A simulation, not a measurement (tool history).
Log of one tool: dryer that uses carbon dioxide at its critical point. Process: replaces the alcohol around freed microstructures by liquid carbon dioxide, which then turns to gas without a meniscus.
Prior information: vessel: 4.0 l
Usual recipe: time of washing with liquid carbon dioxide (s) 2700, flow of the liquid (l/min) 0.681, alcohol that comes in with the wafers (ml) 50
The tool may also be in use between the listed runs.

| run | day | time of washing with liquid carbon dioxide (s) | flow of the liquid (l/min) | alcohol that comes in with the wafers (ml) | alcohol left in the vessel before it's heated (ppm by volume) |
|---|---|---|---|---|---|
| 1 | 0 | 2700 | 0.681 | 50 | 56 |
| 2 | 0.496 | 2700 | 0.681 | 50 | 63 |
| 3 | 0.762 | 2700 | 0.681 | 50 | 57 |
| 4 | 1.067 | 2700 | 0.681 | 50 | 65 |
| 5 | 1.496 | 2700 | 0.681 | 50 | 53 |
| 6 | 1.754 | 2700 | 0.681 | 50 | 51 |
| 7 | 2.225 | 2700 | 0.681 | 54 | 59 |
| 8 | 2.554 | 2700 | 0.681 | 28 | 34 |
| 9 | 2.842 | 3300 | 0.556 | 48 | 71 |
| 10 | 3.392 | 3300 | 0.556 | 48 | 55 |
| 11 | 3.9 | 3300 | 0.556 | 48 | 59 |
| 12 | 4.383 | 3300 | 0.659 | 48 | 25 |
| 13 | 4.658 | 3300 | 0.659 | 90 | 44 |
| 14 | 5.025 | 3300 | 0.763 | 90 | 29 |
| 15 | 5.388 | 1680 | 0.424 | 90 | 2878 |
| 16 | 5.679 | 3780 | 0.908 | 46 | 5 |

3 ways to go on from here, each from the tool as it stands after run 16. What would each give?
| A | 6.108 | 3300 | 1.117 | 48 | ? |
| B | 6.108 | 1680 | 0.651 | 20 | ? |
| C | 6.108 | 2700 | 0.477 | 87 | ? |

| run | alcohol left in the vessel before it's heated (ppm by volume) |
|---|---|
| A | 10 |
| B | 214 |
| C | 535 |
Without the tool's unlogged condition, the same runs would have read:
| run | alcohol left in the vessel before it's heated (ppm by volume) |
|---|---|
| A | 4 |
| B | 199 |
| C | 504 |
